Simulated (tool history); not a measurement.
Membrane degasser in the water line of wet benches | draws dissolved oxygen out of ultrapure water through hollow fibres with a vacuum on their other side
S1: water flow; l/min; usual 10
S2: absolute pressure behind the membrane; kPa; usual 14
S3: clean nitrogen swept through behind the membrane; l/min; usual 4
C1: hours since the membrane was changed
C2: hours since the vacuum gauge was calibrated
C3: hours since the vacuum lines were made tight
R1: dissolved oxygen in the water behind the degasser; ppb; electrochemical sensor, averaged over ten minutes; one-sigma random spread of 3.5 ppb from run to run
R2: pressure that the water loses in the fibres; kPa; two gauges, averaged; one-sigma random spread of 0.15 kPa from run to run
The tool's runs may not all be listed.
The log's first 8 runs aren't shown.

| run | day | S1 | S2 | S3 | C1 | C2 | C3 | R1 | R2 |
|---|---|---|---|---|---|---|---|---|---|
| 9 | 11.492 | 10 | 14 | 2.87 | 805 | 2244 | 4172 | 378.2 | 28.3 |
| 10 | 12.825 | 10 | 14 | 2.87 | 837 | 2276 | 4204 | 372.8 | 28.47 |
| 11 | 14.192 | 10 | 14 | 4 | 870 | 2309 | 4237 | 346.2 | 28.23 |
| 12 | 15.1 | 10 | 14 | 4 | 892 | 2331 | 4258 | 347.1 | 28.38 |
| 13 | 16.017 | 10 | 14 | 4 | 914 | 2353 | 4280 | 348.4 | 28.53 |
| 14 | 17.275 | 10 | 14 | 4 | 944 | 2383 | 4311 | 341.7 | 28.37 |
| 15 | 19.175 | 10 | 14 | 4 | 990 | 2429 | 4356 | 348.7 | 28.42 |
| 16 | 20.454 | 10 | 14 | 4 | 1020 | 2459 | 4387 | 347.2 | 28.62 |
| 17 | 21.379 | 10 | 14 | 4 | 1042 | 2482 | 4409 | 350.1 | 28.36 |
| 18 | 22.6 | 10 | 14 | 4 | 1072 | 2511 | 4438 | 346.9 | 28.49 |
| 19 | 23.533 | 9 | 10.7 | 4.32 | 1094 | 2533 | 4461 | 266.2 | 25.63 |
| 20 | 24.758 | 7 | 14 | 5.48 | 1124 | 2563 | 4490 | 161 | 20 |
| 21 | 26 | 11 | 14 | 8.73 | 1153 | 2593 | 4520 | 374.4 | 31.16 |
| 22 | 27.508 | 7 | 9.5 | 5.52 | 1190 | 2629 | 4556 | 146.4 | 20.12 |
| 23 | 28.925 | 7 | 9.5 | 5.52 | 1224 | 2663 | 4590 | 146 | 20.15 |
| 24 | 30.2 | 14 | 9.1 | 9.82 | 1254 | 2693 | 4621 | 555.2 | 40.46 |
| 25 | 32.092 | 12 | 14 | 4.44 | 1300 | 2739 | 4666 | 473.9 | 34.24 |
| 26 | 33.996 | 12 | 14 | 4.44 | 1345 | 2784 | 4712 | 468.5 | 34.46 |
| 27 | 35.404 | 9 | 33.2 | 4 | 1379 | 2818 | 4746 | 390.5 | 25.88 |
| 28 | 37.508 | 7 | 13.8 | 8.05 | 1430 | 2869 | 4796 | 147.8 | 20.01 |
| 29 | 38.571 | 12 | 9.4 | 8.05 | 1455 | 2894 | 4822 | 427.6 | 34.63 |
| 30 | 39.804 | 10 | 12.4 | 4.92 | 1485 | 2924 | 4851 | 336.3 | 28.92 |
| 31 | 41.258 | 11 | 15.5 | 2.25 | 1520 | 2959 | 4886 | 481.3 | 31.8 |
| 32 | 42.833 | 16 | 17.8 | 5.24 | 1557 | 2997 | 4924 | 765.9 | 46.12 |
| 33 | 43.95 | 9 | 9.7 | 9.81 | 1584 | 3023 | 4951 | 245.6 | 25.96 |

Predict each of these 3 candidate next runs independently; none follows another, all start after run 33:
| A | 45.379 | 7 | 33.6 | 8.58 | 1618 | 3058 | 4985 | ? | ? |
| B | 45.379 | 9 | 27.9 | 9.81 | 1618 | 3058 | 4985 | ? | ? |
| C | 45.379 | 9 | 9.7 | 3.47 | 1618 | 3058 | 4985 | ? | ? |

| run | R1 | R2 |
|---|---|---|
| A | 187.5 | 19.99 |
| B | 285.5 | 25.97 |
| C | 269.8 | 26.2 |
Had the tool no hidden state, the same runs would have come out as:
| run | R1 | R2 |
|---|---|---|
| A | 187.3 | 19.48 |
| B | 285.3 | 25.31 |
| C | 269.6 | 25.55 |
